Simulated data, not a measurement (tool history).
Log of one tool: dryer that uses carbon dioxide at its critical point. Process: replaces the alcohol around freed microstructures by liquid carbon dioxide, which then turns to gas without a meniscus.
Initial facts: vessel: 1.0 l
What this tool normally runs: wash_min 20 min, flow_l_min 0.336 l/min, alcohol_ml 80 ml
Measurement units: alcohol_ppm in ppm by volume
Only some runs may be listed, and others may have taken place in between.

{"run": 1, "day": 0.0, "wash_min": 20, "flow_l_min": 0.336, "alcohol_ml": 80, "alcohol_ppm": 175}
{"run": 2, "day": 1.642, "wash_min": 20, "flow_l_min": 0.336, "alcohol_ml": 80, "alcohol_ppm": 198}
{"run": 3, "day": 2.717, "wash_min": 20, "flow_l_min": 0.336, "alcohol_ml": 80, "alcohol_ppm": 196}
{"run": 4, "day": 4.583, "wash_min": 20, "flow_l_min": 0.336, "alcohol_ml": 80, "alcohol_ppm": 207}
{"run": 5, "day": 5.738, "wash_min": 20, "flow_l_min": 0.336, "alcohol_ml": 80, "alcohol_ppm": 217}
{"run": 6, "day": 7.808, "wash_min": 20, "flow_l_min": 0.336, "alcohol_ml": 80, "alcohol_ppm": 235}
{"run": 7, "day": 9.354, "wash_min": 20, "flow_l_min": 0.336, "alcohol_ml": 80, "alcohol_ppm": 248}
{"run": 8, "day": 11.412, "wash_min": 20, "flow_l_min": 0.336, "alcohol_ml": 80, "alcohol_ppm": 260}
{"run": 9, "day": 13.371, "wash_min": 20, "flow_l_min": 0.336, "alcohol_ml": 80, "alcohol_ppm": 288}
{"run": 10, "day": 14.242, "wash_min": 20, "flow_l_min": 0.336, "alcohol_ml": 80, "alcohol_ppm": 285}
{"run": 11, "day": 16.204, "wash_min": 20, "flow_l_min": 0.336, "alcohol_ml": 70, "alcohol_ppm": 268}
{"run": 12, "day": 17.279, "wash_min": 20, "flow_l_min": 0.336, "alcohol_ml": 70, "alcohol_ppm": 291}
{"run": 13, "day": 18.588, "wash_min": 20, "flow_l_min": 0.336, "alcohol_ml": 40, "alcohol_ppm": 180}
{"run": 14, "day": 20.158, "wash_min": 20, "flow_l_min": 0.336, "alcohol_ml": 40, "alcohol_ppm": 193}
{"day": 20.429, "done": "inlet filter changed"}
{"run": 15, "day": 21.638, "wash_min": 20, "flow_l_min": 0.336, "alcohol_ml": 40, "alcohol_ppm": 108}
{"run": 16, "day": 23.112, "wash_min": 20, "flow_l_min": 0.336, "alcohol_ml": 40, "alcohol_ppm": 104}
{"run": 17, "day": 24.596, "wash_min": 23, "flow_l_min": 0.336, "alcohol_ml": 80, "alcohol_ppm": 100}
{"run": 18, "day": 25.512, "wash_min": 20, "flow_l_min": 0.336, "alcohol_ml": 77, "alcohol_ppm": 182}
{"run": 19, "day": 27.021, "wash_min": 20, "flow_l_min": 0.487, "alcohol_ml": 80, "alcohol_ppm": 59}
{"run": 20, "day": 28.196, "wash_min": 20, "flow_l_min": 0.487, "alcohol_ml": 68, "alcohol_ppm": 65}
{"run": 21, "day": 30.046, "wash_min": 23, "flow_l_min": 0.336, "alcohol_ml": 80, "alcohol_ppm": 116}
{"run": 22, "day": 30.95, "wash_min": 23, "flow_l_min": 0.336, "alcohol_ml": 80, "alcohol_ppm": 120}
{"run": 23, "day": 32.483, "wash_min": 20, "flow_l_min": 0.336, "alcohol_ml": 40, "alcohol_ppm": 139}
{"run": 24, "day": 33.646, "wash_min": 20, "flow_l_min": 0.336, "alcohol_ml": 43, "alcohol_ppm": 145}
{"run": 25, "day": 35.567, "wash_min": 20, "flow_l_min": 0.336, "alcohol_ml": 43, "alcohol_ppm": 159}
{"run": 26, "day": 37.167, "wash_min": 20, "flow_l_min": 0.336, "alcohol_ml": 43, "alcohol_ppm": 168}
{"run": 27, "day": 38.467, "wash_min": 20, "flow_l_min": 0.336, "alcohol_ml": 43, "alcohol_ppm": 174}
{"run": 28, "day": 39.679, "wash_min": 23, "flow_l_min": 0.336, "alcohol_ml": 80, "alcohol_ppm": 165}
{"run": 29, "day": 40.883, "wash_min": 17, "flow_l_min": 0.498, "alcohol_ml": 83, "alcohol_ppm": 117}
{"run": 30, "day": 42.804, "wash_min": 19, "flow_l_min": 0.409, "alcohol_ml": 33, "alcohol_ppm": 103}
{"run": 31, "day": 43.738, "wash_min": 19, "flow_l_min": 0.409, "alcohol_ml": 33, "alcohol_ppm": 115}
{"run": 32, "day": 45.542, "wash_min": 20, "flow_l_min": 0.317, "alcohol_ml": 109, "alcohol_ppm": 567}
{"run": 33, "day": 46.592, "wash_min": 25, "flow_l_min": 0.211, "alcohol_ml": 24, "alcohol_ppm": 366}
{"run": 34, "day": 48.65, "wash_min": 25, "flow_l_min": 0.211, "alcohol_ml": 24, "alcohol_ppm": 385}
{"run": 35, "day": 50.4, "wash_min": 29, "flow_l_min": 0.405, "alcohol_ml": 24, "alcohol_ppm": 85}
{"day": 50.796, "done": "inlet filter changed"}
{"day": 51.383, "done": "purifier's bed changed"}
{"run": 36, "day": 51.783, "wash_min": 29, "flow_l_min": 0.405, "alcohol_ml": 24, "alcohol_ppm": 9}
{"run": 37, "day": 53.112, "wash_min": 29, "flow_l_min": 0.405, "alcohol_ml": 24, "alcohol_ppm": 9}
{"run": 38, "day": 54.162, "wash_min": 29, "flow_l_min": 0.405, "alcohol_ml": 24, "alcohol_ppm": 14}
{"run": 39, "day": 55.308, "wash_min": 21, "flow_l_min": 0.336, "alcohol_ml": 54, "alcohol_ppm": 66}
{"run": 40, "day": 56.667, "wash_min": 20, "flow_l_min": 0.388, "alcohol_ml": 28, "alcohol_ppm": 34}
{"run": 41, "day": 58.017, "wash_min": 20, "flow_l_min": 0.225, "alcohol_ml": 61, "alcohol_ppm": 927}
{"run": 42, "day": 60.067, "wash_min": 20, "flow_l_min": 0.225, "alcohol_ml": 61, "alcohol_ppm": 997}
{"run": 43, "day": 61.962, "wash_min": 20, "flow_l_min": 0.225, "alcohol_ml": 34, "alcohol_ppm": 574}
{"run": 44, "day": 63.492, "wash_min": 22, "flow_l_min": 0.336, "alcohol_ml": 34, "alcohol_ppm": 49}
{"run": 45, "day": 64.471, "wash_min": 17, "flow_l_min": 0.308, "alcohol_ml": 33, "alcohol_ppm": 293}
{"run": 46, "day": 66.217, "wash_min": 16, "flow_l_min": 0.344, "alcohol_ml": 80, "alcohol_ppm": 564}

Below are 5 alternative next runs, each starting from the tool's condition after run 46. Predict each:
{"run": "A", "day": 67.388, "wash_min": 28, "flow_l_min": 0.253, "alcohol_ml": 80, "alcohol_ppm": "?"}
{"run": "B", "day": 67.388, "wash_min": 16, "flow_l_min": 0.249, "alcohol_ml": 49, "alcohol_ppm": "?"}
{"run": "C", "day": 67.388, "wash_min": 13, "flow_l_min": 0.221, "alcohol_ml": 63, "alcohol_ppm": "?"}
{"run": "D", "day": 67.388, "wash_min": 20, "flow_l_min": 0.336, "alcohol_ml": 82, "alcohol_ppm": "?"}
{"run": "E", "day": 67.388, "wash_min": 16, "flow_l_min": 0.463, "alcohol_ml": 22, "alcohol_ppm": "?"}

run=A alcohol_ppm=162
run=B alcohol_ppm=1457
run=C alcohol_ppm=4852
run=D alcohol_ppm=223
run=E alcohol_ppm=50
Without the tool's unlogged condition, the same runs would have read:
run=A alcohol_ppm=81
run=B alcohol_ppm=1068
run=C alcohol_ppm=3902
run=D alcohol_ppm=124
run=E alcohol_ppm=18

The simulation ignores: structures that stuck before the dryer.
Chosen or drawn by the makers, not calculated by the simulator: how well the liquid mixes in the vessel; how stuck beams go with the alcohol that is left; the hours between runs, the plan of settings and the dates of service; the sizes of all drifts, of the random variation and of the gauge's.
